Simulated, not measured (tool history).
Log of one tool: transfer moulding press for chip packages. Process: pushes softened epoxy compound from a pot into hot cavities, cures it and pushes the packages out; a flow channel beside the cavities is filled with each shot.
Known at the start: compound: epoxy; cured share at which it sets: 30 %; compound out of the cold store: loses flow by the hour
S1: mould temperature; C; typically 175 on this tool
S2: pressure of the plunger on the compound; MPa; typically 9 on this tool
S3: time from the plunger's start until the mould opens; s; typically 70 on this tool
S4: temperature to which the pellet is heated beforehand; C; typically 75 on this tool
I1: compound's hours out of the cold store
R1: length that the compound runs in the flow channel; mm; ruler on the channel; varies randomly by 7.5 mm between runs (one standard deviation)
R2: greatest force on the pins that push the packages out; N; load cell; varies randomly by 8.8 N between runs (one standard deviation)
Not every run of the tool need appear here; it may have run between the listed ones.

run	day	S1	S2	S3	S4	I1	R1	R2
1	0	175	9	70	75	12.4	899	551
2	0.808	175	9	70	75	28.7	856	547
# day 0.988: plunger's sealing rings changed
# day 1.262: cavities cleaned with cleaning compound and waxed
3	1.75	175	9	70	75	37	935	477
4	2.817	175	8.49	70	75	37.3	906	568
# day 3.442: cavities cleaned with cleaning compound and waxed
5	4.021	170	8.49	70	75	34.1	916	577
6	4.842	175	9	70	75	14.3	993	584
# day 5.621: cavities cleaned with cleaning compound and waxed
7	6.196	175	9	70	75	23	947	491
8	7.175	175	9	70	75	8.1	984	573
# day 7.846: cavities cleaned with cleaning compound and waxed
9	8.229	175	9	70	75	36.2	889	441
10	8.975	175	9	70	75	17.2	946	539
# day 10.096: cavities cleaned with cleaning compound and waxed
11	10.275	175	9	70	75	42.2	852	424
12	11.117	175	9	70	75	42.5	840	551
# day 12.262: cavities cleaned with cleaning compound and waxed
13	12.388	175	9	70	75	25	889	414
14	13.646	175	9	73	80	34.1	851	524
15	14.3	175	9	73	80	27.9	850	542
# day 14.475: cavities cleaned with cleaning compound and waxed
# day 14.917: plunger's sealing rings changed
16	15.446	177	9	70	78	34.7	928	493
17	16.571	175	9	70	80	37.2	932	569
# day 16.792: cavities cleaned with cleaning compound and waxed
18	17.504	183	8.3	75	70	23	902	450
# day 17.696: mould's thermocouples calibrated
19	18.508	179	7.21	75	70	29.9	830	517
# day 19.125: cavities cleaned with cleaning compound and waxed
20	19.383	179	7.21	75	74	43.8	772	403
21	19.996	172	7.4	61	75	14.6	887	706
22	20.654	175	7.72	70	74	22.7	852	540
# day 21.317: cavities cleaned with cleaning compound and waxed
23	21.383	172	9.68	78	76	35.1	932	406
# day 22.35: mould's thermocouples calibrated, once more
24	22.462	172	9.68	78	76	36.3	928	525
25	23.367	172	10.11	78	83	42.8	931	564
# day 23.675: cavities cleaned with cleaning compound and waxed
26	24.712	172	10.11	78	83	17.1	995	521

Below are 3 alternative next runs, each starting from the tool's condition after run 26. Predict each:
A	25.7	172	10.11	78	74	17.6	?	?
B	25.7	172	10.11	78	68	9.2	?	?
C	25.7	172	10.11	104	83	25.9	?	?

run	R1	R2
A	969	573
B	1023	555
C	953	527
Without the tool's unlogged condition, the same runs would have read:
run	R1	R2
A	1071	392
B	1130	380
C	1054	359

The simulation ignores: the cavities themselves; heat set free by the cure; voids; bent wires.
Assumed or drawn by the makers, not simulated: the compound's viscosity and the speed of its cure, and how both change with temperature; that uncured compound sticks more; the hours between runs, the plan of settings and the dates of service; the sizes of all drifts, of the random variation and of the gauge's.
